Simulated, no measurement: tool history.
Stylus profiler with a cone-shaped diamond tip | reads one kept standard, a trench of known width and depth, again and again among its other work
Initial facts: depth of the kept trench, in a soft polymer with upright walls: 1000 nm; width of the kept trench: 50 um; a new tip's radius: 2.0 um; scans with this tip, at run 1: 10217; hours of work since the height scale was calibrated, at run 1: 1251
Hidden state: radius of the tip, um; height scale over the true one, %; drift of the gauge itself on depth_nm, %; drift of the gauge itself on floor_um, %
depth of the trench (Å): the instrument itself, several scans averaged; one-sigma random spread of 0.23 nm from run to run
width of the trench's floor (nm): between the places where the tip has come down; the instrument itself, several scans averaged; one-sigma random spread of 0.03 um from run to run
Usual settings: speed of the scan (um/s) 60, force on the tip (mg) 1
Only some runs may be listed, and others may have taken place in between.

run	day	speed of the scan (um/s)	force on the tip (mg)	scans with this tip	hours of work since the height scale was calibrated	depth of the trench (Å)	width of the trench's floor (nm)
1	0	60	1	10217	1251	10048.2	45540
2	3.333	55	1	10503	1286	10052.6	45540
3	6.717	55	1	10793	1321	10047	45530
4	8.417	55	1	10939	1339	10049.9	45530
5	11.762	55	1	11225	1374	10050.2	45500
6	14.267	55	1	11440	1401	10051.8	45460
7	16.608	55	1	11641	1425	10044.8	45470
8	18.642	55	1	11815	1447	10045.9	45400
9	21.271	55	1	12040	1474	10045.8	45480
10	24.967	139	1	12357	1513	10045.3	44860
# day 25.171: height scale calibrated on a step standard
11	28.279	181	1	12639	33	10026.4	44540
12	30.829	60	1	12858	59	10027.5	45370
13	32.708	60	1	13019	79	10025.6	45380
14	35.262	60	1	13238	106	10025.9	45350
15	38.35	57	1.68	13502	138	10062.6	45430
16	40.938	57	1.68	13724	165	10059.9	45470
# day 41.567: height scale calibrated on a step standard, once more
17	44.754	60	0.72	14049	33	10073.3	45230
18	46.938	60	0.72	14236	56	10068.7	45190
19	49.133	18	1.74	14425	79	10126.8	45580
20	51.346	98	1	14614	103	10088.8	45020
21	53.429	15	0.38	14793	124	10042.3	45510
22	56.446	26	0.38	15052	156	10043.3	45400
23	59.488	109	2.45	15312	188	10156.1	45190
24	61.296	109	2.45	15467	207	10151.5	45090
25	64.246	16	0.38	15720	238	10046	45470

3 options for the next run, each taken on its own from the tool as it stands now. Forecast them:
A	66.15	62	0.49	15883	258	?	?
B	66.15	16	0.47	15883	258	?	?
C	66.15	60	0.44	15883	258	?	?

run	depth of the trench (Å)	width of the trench's floor (nm)
A	10050.2	44980
B	10050.4	45400
C	10046.8	44980
With no hidden state in the tool, these same runs would have given:
run	depth of the trench (Å)	width of the trench's floor (nm)
A	10052.4	45890
B	10052.6	46310
C	10049	45890
